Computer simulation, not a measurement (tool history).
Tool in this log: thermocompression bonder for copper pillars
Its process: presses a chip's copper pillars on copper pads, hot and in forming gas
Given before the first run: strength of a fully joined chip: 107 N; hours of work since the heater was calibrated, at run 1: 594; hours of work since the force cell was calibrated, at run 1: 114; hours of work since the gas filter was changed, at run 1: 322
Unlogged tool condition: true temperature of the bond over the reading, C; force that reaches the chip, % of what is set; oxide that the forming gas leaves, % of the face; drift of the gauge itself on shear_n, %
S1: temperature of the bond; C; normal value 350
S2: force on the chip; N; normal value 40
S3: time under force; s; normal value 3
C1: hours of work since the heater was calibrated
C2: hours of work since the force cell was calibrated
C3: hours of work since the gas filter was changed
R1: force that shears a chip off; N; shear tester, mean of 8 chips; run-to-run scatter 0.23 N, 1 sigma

| run | hour | S1 | S2 | S3 | C1 | C2 | C3 | R1 |
|---|---|---|---|---|---|---|---|---|
| 1 | 0 | 350 | 40 | 3 | 594 | 114 | 322 | 54.7 |
| 2 | 7 | 350 | 40 | 3 | 599 | 119 | 327 | 54.8 |
| 3 | 17.8 | 350 | 40 | 3 | 607 | 127 | 335 | 54.5 |
| 4 | 30.1 | 350 | 54 | 3 | 615 | 135 | 344 | 67.1 |
| 5 | 41.2 | 350 | 54 | 3 | 623 | 143 | 352 | 67.3 |
| 6 | 48.1 | 350 | 54 | 3 | 628 | 148 | 356 | 66.7 |
| 7 | 57.5 | 350 | 31 | 8 | 635 | 155 | 363 | 62.8 |
| 8 | 67 | 350 | 31 | 8 | 641 | 161 | 370 | 62.4 |
| 9 | 74.4 | 350 | 31 | 8 | 647 | 167 | 375 | 62 |
| 10 | 84.4 | 350 | 24 | 3 | 654 | 174 | 382 | 35.7 |
| 11 | 89.5 | 378 | 28 | 2 | 657 | 177 | 386 | 45.7 |

Pick out some run-to-run changes in R1. Of each, how much would a tool without hidden state show as well, from the settings, what came in and chance, and how much is left for the hidden state and any gauge scatter not in both results compared?
Run 9 -> 10: S2 31 -> 24, S3 8 -> 3. R1 -26.3 N: hidden state +0.4, all else -26.7.

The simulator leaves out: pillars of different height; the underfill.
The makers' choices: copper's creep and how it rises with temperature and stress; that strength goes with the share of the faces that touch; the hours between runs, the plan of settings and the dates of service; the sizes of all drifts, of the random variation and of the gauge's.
